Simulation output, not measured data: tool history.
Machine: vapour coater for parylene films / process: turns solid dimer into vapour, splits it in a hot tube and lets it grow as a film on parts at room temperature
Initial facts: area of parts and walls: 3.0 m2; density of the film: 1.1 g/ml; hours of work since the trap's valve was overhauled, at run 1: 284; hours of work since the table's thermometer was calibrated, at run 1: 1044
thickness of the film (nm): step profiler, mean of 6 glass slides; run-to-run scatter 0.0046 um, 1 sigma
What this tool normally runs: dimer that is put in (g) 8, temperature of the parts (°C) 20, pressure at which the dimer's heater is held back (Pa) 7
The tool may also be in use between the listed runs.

run,hour,dimer that is put in (g),temperature of the parts (°C),pressure at which the dimer's heater is held back (Pa),hours of work since the trap's valve was overhauled,hours of work since the table's thermometer was calibrated,thickness of the film (nm)
1,0,8,20,7,284,1044,1296
2,56.5,8,20,7,326,1086,1280
3,104.9,8,20,7,362,1122,1278
# hour 134.4: trap's valve overhauled
4,134.4,8,20,7,0,1141,1253
5,182.1,5,20,7,36,1177,776
6,230.9,8,20,7,72,1213,1245
7,263.1,8,20,4.46,96,1237,1310
# hour 291.5: trap's valve overhauled, once more
8,299.4,8,20,4.46,6,1261,1429
9,336.6,8,31,4.79,34,1289,931
10,365.5,4,24,4.05,55,1310,617
11,414.7,8,27,4.29,92,1347,1079

What if the next run were any one of these 4? Each begins from the tool's condition after run 11:
A,439.2,13,20,7,110,1365,?
B,439.2,6,28,3.92,110,1365,?
C,439.2,8,27,2.13,110,1365,?
D,439.2,3,20,4.67,110,1365,?

run,thickness of the film (nm)
A,2172
B,798
C,1178
D,527
Take away the tool's hidden state, keep each run's random variation, and the runs would have read:
run,thickness of the film (nm)
A,2133
B,784
C,1157
D,518
